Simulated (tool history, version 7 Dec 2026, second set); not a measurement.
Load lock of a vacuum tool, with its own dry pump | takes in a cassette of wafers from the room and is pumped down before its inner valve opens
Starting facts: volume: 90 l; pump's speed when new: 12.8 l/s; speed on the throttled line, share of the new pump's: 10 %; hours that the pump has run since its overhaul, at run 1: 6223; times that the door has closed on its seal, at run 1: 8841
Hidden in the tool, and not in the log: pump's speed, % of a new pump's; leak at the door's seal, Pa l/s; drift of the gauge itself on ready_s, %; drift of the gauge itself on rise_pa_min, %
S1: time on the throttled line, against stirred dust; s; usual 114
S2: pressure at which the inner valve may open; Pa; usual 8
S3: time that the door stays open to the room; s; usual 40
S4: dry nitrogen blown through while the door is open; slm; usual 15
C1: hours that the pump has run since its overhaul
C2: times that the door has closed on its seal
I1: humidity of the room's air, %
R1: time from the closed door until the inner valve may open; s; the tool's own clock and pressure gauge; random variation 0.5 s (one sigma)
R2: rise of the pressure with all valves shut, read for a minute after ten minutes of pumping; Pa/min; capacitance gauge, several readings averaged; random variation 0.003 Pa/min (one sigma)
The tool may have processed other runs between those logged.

run 1 hour=0.0 | S1=114 S2=8 S3=40 S4=15 | C1=6223 C2=8841 | I1=43.7 | R1=172.1 R2=0.024
run 2 hour=49.3 | S1=114 S2=8 S3=40 S4=15 | C1=6272 C2=9044 | I1=44.6 | R1=172.5 R2=0.021
run 3 hour=113.8 | S1=114 S2=8 S3=40 S4=15 | C1=6336 C2=9311 | I1=42.1 | R1=172.3 R2=0.018
run 4 hour=190.7 | S1=123 S2=8 S3=40 S4=15 | C1=6413 C2=9628 | I1=44.8 | R1=179.6 R2=0.018
run 5 hour=252.7 | S1=123 S2=8 S3=47 S4=15 | C1=6475 C2=9884 | I1=47.0 | R1=179.5 R2=0.024
run 6 hour=309.4 | S1=123 S2=8 S3=47 S4=15 | C1=6532 C2=10118 | I1=46.2 | R1=180.4 R2=0.028
run 7 hour=359.3 | S1=114 S2=9 S3=40 S4=15 | C1=6582 C2=10323 | I1=45.3 | R1=170.6 R2=0.030
run 8 hour=438.8 | S1=207 S2=16 S3=40 S4=15 | C1=6661 C2=10651 | I1=46.7 | R1=251.6 R2=0.023
run 9 hour=514.4 | S1=117 S2=8 S3=42 S4=7 | C1=6737 C2=10963 | I1=43.0 | R1=175.6 R2=0.028
run 10 hour=583.7 | S1=117 S2=8 S3=42 S4=7 | C1=6806 C2=11250 | I1=44.4 | R1=174.0 R2=0.034
run 11 hour=665.5 | S1=117 S2=8 S3=42 S4=7 | C1=6888 C2=11587 | I1=43.5 | R1=174.7 R2=0.029
run 12 hour=718.1 | S1=117 S2=12 S3=42 S4=7 | C1=6941 C2=11804 | I1=42.9 | R1=172.5 R2=0.030
run 13 hour=770.9 | S1=114 S2=12 S3=40 S4=7 | C1=6994 C2=12022 | I1=45.7 | R1=169.5 R2=0.034

The same runs without the tool's hidden state, with the same run-to-run variation:
run=1 R1=169.7 R2=0.015
run=2 R1=170.0 R2=0.011
run=3 R1=169.9 R2=0.008
run=4 R1=177.2 R2=0.008
run=5 R1=177.0 R2=0.013
run=6 R1=177.8 R2=0.017
run=7 R1=168.0 R2=0.019
run=8 R1=249.6 R2=0.012
run=9 R1=172.9 R2=0.016
run=10 R1=171.3 R2=0.021
run=11 R1=172.0 R2=0.016
run=12 R1=169.9 R2=0.016
run=13 R1=166.8 R2=0.020
